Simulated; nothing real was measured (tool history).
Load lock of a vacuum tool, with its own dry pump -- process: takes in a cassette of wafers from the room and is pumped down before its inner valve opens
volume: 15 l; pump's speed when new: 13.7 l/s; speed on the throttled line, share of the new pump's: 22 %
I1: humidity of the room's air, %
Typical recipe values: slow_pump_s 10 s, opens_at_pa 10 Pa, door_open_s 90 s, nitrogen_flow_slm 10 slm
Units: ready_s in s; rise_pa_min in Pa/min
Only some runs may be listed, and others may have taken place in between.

{"run": 1, "hour": 0.0, "slow_pump_s": 10, "opens_at_pa": 10, "door_open_s": 90, "nitrogen_flow_slm": 10, "I1": 43.1, "ready_s": 19.2, "rise_pa_min": 0.128}
{"run": 2, "hour": 68.3, "slow_pump_s": 10, "opens_at_pa": 10, "door_open_s": 90, "nitrogen_flow_slm": 10, "I1": 41.7, "ready_s": 19.1, "rise_pa_min": 0.132}
{"run": 3, "hour": 167.8, "slow_pump_s": 10, "opens_at_pa": 10, "door_open_s": 90, "nitrogen_flow_slm": 10, "I1": 44.1, "ready_s": 19.2, "rise_pa_min": 0.138}
{"run": 4, "hour": 224.3, "slow_pump_s": 10, "opens_at_pa": 10, "door_open_s": 90, "nitrogen_flow_slm": 10, "I1": 43.5, "ready_s": 19.1, "rise_pa_min": 0.14}
{"run": 5, "hour": 275.0, "slow_pump_s": 10, "opens_at_pa": 8, "door_open_s": 90, "nitrogen_flow_slm": 10, "I1": 43.1, "ready_s": 19.4, "rise_pa_min": 0.138}
{"run": 6, "hour": 375.6, "slow_pump_s": 10, "opens_at_pa": 8, "door_open_s": 90, "nitrogen_flow_slm": 10, "I1": 46.3, "ready_s": 19.5, "rise_pa_min": 0.145}
{"run": 7, "hour": 447.6, "slow_pump_s": 10, "opens_at_pa": 8, "door_open_s": 90, "nitrogen_flow_slm": 10, "I1": 43.9, "ready_s": 19.6, "rise_pa_min": 0.139}
{"run": 8, "hour": 547.6, "slow_pump_s": 10, "opens_at_pa": 8, "door_open_s": 90, "nitrogen_flow_slm": 10, "I1": 43.9, "ready_s": 19.5, "rise_pa_min": 0.138}
{"run": 9, "hour": 638.7, "slow_pump_s": 10, "opens_at_pa": 8, "door_open_s": 90, "nitrogen_flow_slm": 10, "I1": 46.6, "ready_s": 19.7, "rise_pa_min": 0.148}
{"run": 10, "hour": 683.3, "slow_pump_s": 10, "opens_at_pa": 8, "door_open_s": 90, "nitrogen_flow_slm": 10, "I1": 47.1, "ready_s": 19.5, "rise_pa_min": 0.157}
{"run": 11, "hour": 754.2, "slow_pump_s": 10, "opens_at_pa": 8, "door_open_s": 90, "nitrogen_flow_slm": 10, "I1": 45.6, "ready_s": 19.6, "rise_pa_min": 0.147}
{"run": 12, "hour": 849.1, "slow_pump_s": 10, "opens_at_pa": 8, "door_open_s": 90, "nitrogen_flow_slm": 9, "I1": 45.1, "ready_s": 19.7, "rise_pa_min": 0.151}
{"run": 13, "hour": 906.8, "slow_pump_s": 10, "opens_at_pa": 8, "door_open_s": 90, "nitrogen_flow_slm": 9, "I1": 47, "ready_s": 19.8, "rise_pa_min": 0.161}
{"run": 14, "hour": 950.5, "slow_pump_s": 10, "opens_at_pa": 8, "door_open_s": 90, "nitrogen_flow_slm": 9, "I1": 44.1, "ready_s": 19.5, "rise_pa_min": 0.15}
{"run": 15, "hour": 1034.4, "slow_pump_s": 10, "opens_at_pa": 8, "door_open_s": 90, "nitrogen_flow_slm": 9, "I1": 44.6, "ready_s": 19.6, "rise_pa_min": 0.147}
{"run": 16, "hour": 1129.6, "slow_pump_s": 10, "opens_at_pa": 10, "door_open_s": 90, "nitrogen_flow_slm": 41, "I1": 49.2, "ready_s": 19.1, "rise_pa_min": 0.105}
{"run": 17, "hour": 1196.8, "slow_pump_s": 6, "opens_at_pa": 10, "door_open_s": 90, "nitrogen_flow_slm": 41, "I1": 42.1, "ready_s": 16.3, "rise_pa_min": 0.097}
{"run": 18, "hour": 1285.5, "slow_pump_s": 6, "opens_at_pa": 10, "door_open_s": 90, "nitrogen_flow_slm": 41, "I1": 44.6, "ready_s": 16.3, "rise_pa_min": 0.098}
{"run": 19, "hour": 1371.4, "slow_pump_s": 6, "opens_at_pa": 10, "door_open_s": 90, "nitrogen_flow_slm": 41, "I1": 48.1, "ready_s": 16.4, "rise_pa_min": 0.105}
{"run": 20, "hour": 1442.4, "slow_pump_s": 6, "opens_at_pa": 10, "door_open_s": 90, "nitrogen_flow_slm": 41, "I1": 45.5, "ready_s": 16.3, "rise_pa_min": 0.104}
{"run": 21, "hour": 1498.2, "slow_pump_s": 6, "opens_at_pa": 10, "door_open_s": 90, "nitrogen_flow_slm": 41, "I1": 42.3, "ready_s": 16.2, "rise_pa_min": 0.096}
{"run": 22, "hour": 1550.8, "slow_pump_s": 9, "opens_at_pa": 17, "door_open_s": 43, "nitrogen_flow_slm": 6, "I1": 44.3, "ready_s": 17.6, "rise_pa_min": 0.127}
{"run": 23, "hour": 1620.7, "slow_pump_s": 9, "opens_at_pa": 17, "door_open_s": 43, "nitrogen_flow_slm": 6, "I1": 43.7, "ready_s": 17.8, "rise_pa_min": 0.127}
{"run": 24, "hour": 1681.2, "slow_pump_s": 10, "opens_at_pa": 17, "door_open_s": 80, "nitrogen_flow_slm": 9, "I1": 43.8, "ready_s": 18.4, "rise_pa_min": 0.148}
{"run": 25, "hour": 1740.5, "slow_pump_s": 9, "opens_at_pa": 10, "door_open_s": 178, "nitrogen_flow_slm": 9, "I1": 45.8, "ready_s": 18.5, "rise_pa_min": 0.206}
{"run": 26, "hour": 1815.3, "slow_pump_s": 6, "opens_at_pa": 16, "door_open_s": 41, "nitrogen_flow_slm": 5, "I1": 41.6, "ready_s": 15.8, "rise_pa_min": 0.124}
{"run": 27, "hour": 1869.6, "slow_pump_s": 6, "opens_at_pa": 16, "door_open_s": 41, "nitrogen_flow_slm": 5, "I1": 46.3, "ready_s": 15.7, "rise_pa_min": 0.131}
{"run": 28, "hour": 1932.6, "slow_pump_s": 10, "opens_at_pa": 15, "door_open_s": 90, "nitrogen_flow_slm": 21, "I1": 46, "ready_s": 18.8, "rise_pa_min": 0.14}
{"run": 29, "hour": 1998.6, "slow_pump_s": 10, "opens_at_pa": 15, "door_open_s": 90, "nitrogen_flow_slm": 21, "I1": 44.2, "ready_s": 18.7, "rise_pa_min": 0.132}
{"run": 30, "hour": 2054.4, "slow_pump_s": 10, "opens_at_pa": 11, "door_open_s": 54, "nitrogen_flow_slm": 22, "I1": 47.9, "ready_s": 19.1, "rise_pa_min": 0.119}
{"run": 31, "hour": 2144.4, "slow_pump_s": 11, "opens_at_pa": 10, "door_open_s": 189, "nitrogen_flow_slm": 10, "I1": 47.5, "ready_s": 20.1, "rise_pa_min": 0.218}
{"run": 32, "hour": 2187.0, "slow_pump_s": 11, "opens_at_pa": 10, "door_open_s": 189, "nitrogen_flow_slm": 10, "I1": 48.1, "ready_s": 20.1, "rise_pa_min": 0.221}
{"run": 33, "hour": 2283.9, "slow_pump_s": 11, "opens_at_pa": 9, "door_open_s": 164, "nitrogen_flow_slm": 10, "I1": 46.5, "ready_s": 20.3, "rise_pa_min": 0.202}
{"run": 34, "hour": 2350.1, "slow_pump_s": 14, "opens_at_pa": 10, "door_open_s": 82, "nitrogen_flow_slm": 10, "I1": 46.1, "ready_s": 22.4, "rise_pa_min": 0.158}
{"run": 35, "hour": 2439.5, "slow_pump_s": 14, "opens_at_pa": 10, "door_open_s": 82, "nitrogen_flow_slm": 10, "I1": 45.7, "ready_s": 22.4, "rise_pa_min": 0.158}
{"run": 36, "hour": 2486.2, "slow_pump_s": 16, "opens_at_pa": 10, "door_open_s": 193, "nitrogen_flow_slm": 10, "I1": 44.7, "ready_s": 23.8, "rise_pa_min": 0.222}
{"run": 37, "hour": 2547.9, "slow_pump_s": 12, "opens_at_pa": 7, "door_open_s": 68, "nitrogen_flow_slm": 25, "I1": 45.5, "ready_s": 21.3, "rise_pa_min": 0.125}

Each row is a separate what-if for the run after 37, all from the same tool condition, not one after another. Results?
{"run": "A", "hour": 2632.3, "slow_pump_s": 12, "opens_at_pa": 16, "door_open_s": 47, "nitrogen_flow_slm": 9, "I1": 44.6, "ready_s": "?", "rise_pa_min": "?"}
{"run": "B", "hour": 2632.3, "slow_pump_s": 12, "opens_at_pa": 18, "door_open_s": 68, "nitrogen_flow_slm": 25, "I1": 45.1, "ready_s": "?", "rise_pa_min": "?"}
{"run": "C", "hour": 2632.3, "slow_pump_s": 12, "opens_at_pa": 17, "door_open_s": 77, "nitrogen_flow_slm": 25, "I1": 45.3, "ready_s": "?", "rise_pa_min": "?"}
{"run": "D", "hour": 2632.3, "slow_pump_s": 9, "opens_at_pa": 10, "door_open_s": 90, "nitrogen_flow_slm": 5, "I1": 45, "ready_s": "?", "rise_pa_min": "?"}

run=A ready_s=20.3 rise_pa_min=0.135
run=B ready_s=20.3 rise_pa_min=0.128
run=C ready_s=20.1 rise_pa_min=0.132
run=D ready_s=18.7 rise_pa_min=0.176
What these runs would have given with no unlogged condition in the tool:
run=A ready_s=19.1 rise_pa_min=0.095
run=B ready_s=19 rise_pa_min=0.087
run=C ready_s=18.9 rise_pa_min=0.091
run=D ready_s=17.2 rise_pa_min=0.135
